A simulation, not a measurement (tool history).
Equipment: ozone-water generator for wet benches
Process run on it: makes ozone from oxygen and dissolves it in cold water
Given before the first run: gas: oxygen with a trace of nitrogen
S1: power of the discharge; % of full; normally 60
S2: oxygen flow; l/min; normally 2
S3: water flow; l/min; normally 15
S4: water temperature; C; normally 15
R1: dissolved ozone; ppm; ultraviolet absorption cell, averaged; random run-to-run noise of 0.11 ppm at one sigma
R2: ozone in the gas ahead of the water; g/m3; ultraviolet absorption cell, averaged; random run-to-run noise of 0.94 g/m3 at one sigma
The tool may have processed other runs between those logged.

run,hour,S1,S2,S3,S4,R1,R2
1,0,60,2,15,15,8.1,157.1
2,124.6,60,2,15,15,8.1,158.2
3,178.7,71,2,15,15,9.3,181.6
4,307.3,71,2,15,15,9.1,181.3
5,373.1,60,1.34,15,15,7.1,188.2
6,498.3,60,1.34,15,15,6.9,187.1
7,597.2,60,2,15,15,7.8,156
8,653.3,60,2,10,15,12.6,157
9,736.5,60,2,10,15,12.5,155.7
10,815.8,60,2,10,15,12.4,153.6
11,939.7,60,2,10,14,12.4,153
12,1014.2,60,2,10,14,12.3,154.9
13,1097,60,2,10,14,12.3,154.3
14,1195.4,60,1.06,10,16,10.2,203.1
15,1295.4,60,1.06,10,16,10.1,204.3
16,1360.4,48,3.13,15,15,7.2,104.7
17,1436.4,41,3.13,15,18,6.3,93.9
18,1520,41,3.44,15,18,6,88.1
19,1580.4,60,1.26,21,21,4,186.4
20,1699.2,60,1.26,21,8,4.2,186.8
# hour 1748.2: water thermometer calibrated
21,1763.9,58,2,23,20,4,145.7

Expected results for the next run?
22,1826.8,60,2.58,23,15,?,?

Run 22 measured R1 4.9 ppm, R2 133.9 g/m3.
Take away the tool's hidden state, keep the run-to-run variation as it was, and the same run would have given R1 5.6 ppm, R2 142.9 g/m3.
